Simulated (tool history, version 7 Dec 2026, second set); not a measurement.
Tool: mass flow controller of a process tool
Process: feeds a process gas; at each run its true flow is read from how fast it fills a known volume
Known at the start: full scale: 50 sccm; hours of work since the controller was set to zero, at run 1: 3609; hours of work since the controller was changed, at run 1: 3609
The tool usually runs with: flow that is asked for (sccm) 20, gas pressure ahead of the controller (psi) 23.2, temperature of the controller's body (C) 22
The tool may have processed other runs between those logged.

run,day,flow that is asked for (sccm),gas pressure ahead of the controller (psi),temperature of the controller's body (C),hours of work since the controller was set to zero,hours of work since the controller was changed,true flow (%)
1,0.000,20,23.2,22,3609,3609,101.02
2,7.446,20,23.2,22,3699,3699,100.93
3,10.592,20,23.2,22,3737,3737,101.16
4,16.954,20,23.2,35,3814,3814,102.54
5,21.775,20,23.2,22,3872,3872,101.08
6,28.088,20,23.2,22,3948,3948,101.13
7,34.775,20,23.2,22,4029,4029,101.16
8,38.188,20,23.2,22,4070,4070,101.15
9,43.588,20,23.2,22,4135,4135,101.24
10,46.721,20,23.2,22,4173,4173,101.12
11,50.904,20,23.2,22,4223,4223,101.35
12,56.525,20,23.2,22,4291,4291,101.45
13,61.092,20,23.2,22,4346,4346,101.26
14,64.404,20,23.2,22,4386,4386,101.29
15,70.533,20,23.2,22,4460,4460,101.47
16,76.275,40,23.2,22,4530,4530,101.09
17,79.938,20,23.2,37,4574,4574,103.09
18,84.679,20,23.2,37,4631,4631,103.17
19,89.621,20,23.2,37,4691,4691,103.06
20,96.038,20,23.2,37,4768,4768,103.14
21,103.408,20,23.2,37,4857,4857,103.23
22,106.883,20,23.2,22,4899,4899,101.63
23,110.804,20,23.2,34,4946,4946,102.94
24,117.179,20,23.2,22,5023,5023,101.65
25,124.542,9,32.2,22,5112,5112,103.48
26,129.546,38,23.2,29,5172,5172,102.21
27,135.879,38,23.2,29,5249,5249,102.20
28,139.471,38,23.2,29,5292,5292,102.20
# day 142.667: controller's zero set anew
29,144.904,10,23.2,22,27,5357,100.29
30,151.196,10,23.2,22,103,5433,100.49
31,155.083,10,35.2,23,150,5480,101.02
32,161.092,10,35.2,23,222,5553,100.97
33,167.054,10,21.9,22,294,5625,100.64
34,174.262,6,21.8,24,381,5712,100.98
35,180.262,6,21.8,24,454,5784,100.95
36,186.979,10,33.9,38,535,5865,102.88
37,193.162,14,23.2,30,609,5940,101.73
38,200.150,7,21.2,30,694,6024,101.73
39,204.050,9,20.9,31,741,6071,101.87
40,210.892,20,29.6,20,823,6154,100.85
41,214.288,20,29.6,20,864,6195,100.97
42,218.862,20,29.6,20,919,6250,101.05
43,223.267,10,22.8,21,973,6303,101.05

Run 44 comes next. What will it give?
44,227.304,10,22.8,23,1021,6352,?

Run 44 yielded true flow (%) 101.29.
Had the tool carried no hidden state, the very same run would have given true flow (%) 98.99.

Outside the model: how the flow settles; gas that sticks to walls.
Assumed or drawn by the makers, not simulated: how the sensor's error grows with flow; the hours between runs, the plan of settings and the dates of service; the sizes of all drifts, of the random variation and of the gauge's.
